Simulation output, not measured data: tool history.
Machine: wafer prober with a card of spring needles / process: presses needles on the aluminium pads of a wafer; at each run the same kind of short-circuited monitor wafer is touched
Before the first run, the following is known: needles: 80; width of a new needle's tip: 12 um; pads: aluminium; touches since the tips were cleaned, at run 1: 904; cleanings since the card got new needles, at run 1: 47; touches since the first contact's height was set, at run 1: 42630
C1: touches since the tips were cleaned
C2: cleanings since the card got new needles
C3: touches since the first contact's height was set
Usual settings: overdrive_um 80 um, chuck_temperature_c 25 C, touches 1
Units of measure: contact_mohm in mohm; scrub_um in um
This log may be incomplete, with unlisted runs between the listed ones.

Run 1, hour 0: usual settings; C1 904; C2 47; C3 42630. Result: contact_mohm 199 mohm, scrub_um 21.95 um.
At hour 18.4: tips cleaned on abrasive film.
Run 2, hour 18.4: usual settings; C1 0; C2 48; C3 47446. Result: contact_mohm 199 mohm, scrub_um 21.97 um.
Run 3, hour 33: usual settings but chuck_temperature_c 76 C; C1 3848; C2 48; C3 51294. Result: contact_mohm 215 mohm, scrub_um 21.93 um.
At hour 40.7: tips cleaned on abrasive film.
Run 4, hour 43.8: usual settings but chuck_temperature_c 76 C, touches 2; C1 815; C2 49; C3 54116. Result: contact_mohm 216 mohm, scrub_um 21.88 um.
At hour 61.3: tips cleaned on abrasive film.
Run 5, hour 63.6: usual settings; C1 597; C2 50; C3 59313. Result: contact_mohm 202 mohm, scrub_um 21.97 um.
At hour 82.9: tips cleaned on abrasive film.
Run 6, hour 83.6: usual settings; C1 183; C2 51; C3 64574. Result: contact_mohm 201 mohm, scrub_um 21.97 um.
Run 7, hour 95.9: usual settings; C1 3406; C2 51; C3 67797. Result: contact_mohm 200 mohm, scrub_um 22.02 um.
At hour 105.5: tips cleaned on abrasive film.
Run 8, hour 113.9: usual settings; C1 2213; C2 52; C3 72538. Result: contact_mohm 203 mohm, scrub_um 21.88 um.
At hour 126.4: tips cleaned on abrasive film.
Run 9, hour 128.1: usual settings; C1 460; C2 53; C3 76252. Result: contact_mohm 201 mohm, scrub_um 21.89 um.
Run 10, hour 139.5: usual settings but touches 2; C1 3465; C2 53; C3 79257. Result: contact_mohm 199 mohm, scrub_um 21.95 um.
At hour 147: tips cleaned on abrasive film.
Run 11, hour 160.6: usual settings but touches 2; C1 3587; C2 54; C3 84799. Result: contact_mohm 204 mohm, scrub_um 21.99 um.
At hour 168.8: tips cleaned on abrasive film.
Run 12, hour 181.8: usual settings but touches 2; C1 3407; C2 55; C3 90340. Result: contact_mohm 199 mohm, scrub_um 21.95 um.
At hour 189.5: tips cleaned on abrasive film.
Run 13, hour 197.8: usual settings but overdrive_um 78 um, chuck_temperature_c 41 C, touches 2; C1 2205; C2 56; C3 94554. Result: contact_mohm 206 mohm, scrub_um 21.39 um.
At hour 210.6: tips cleaned on abrasive film.
Run 14, hour 211.6: usual settings but overdrive_um 78 um, chuck_temperature_c 41 C, touches 2; C1 253; C2 57; C3 98154. Result: contact_mohm 202 mohm, scrub_um 21.41 um.
Run 15, hour 230.7: usual settings but overdrive_um 78 um, chuck_temperature_c 41 C, touches 2; C1 5283; C2 57; C3 103184. Result: contact_mohm 202 mohm, scrub_um 21.45 um.
At hour 233.1: tips cleaned on abrasive film.
At hour 253.8: tips cleaned on abrasive film.
Run 16, hour 254.6: usual settings but overdrive_um 65 um, chuck_temperature_c 74 C, touches 2; C1 202; C2 59; C3 109434. Result: contact_mohm 214 mohm, scrub_um 17.86 um.

For run 17, what comes out?
At hour 275.8: tips cleaned on abrasive film.
Run 17, hour 276.2: usual settings but overdrive_um 92 um, chuck_temperature_c 76 C; C1 94; C2 60; C3 115106. Result: contact_mohm ?, scrub_um ?.

For run 17 the tool returned contact_mohm 210 mohm, scrub_um 25.24 um.
With the hidden condition absent and the run-to-run variation left alone, this run would have shown contact_mohm 210 mohm, scrub_um 25.24 um.
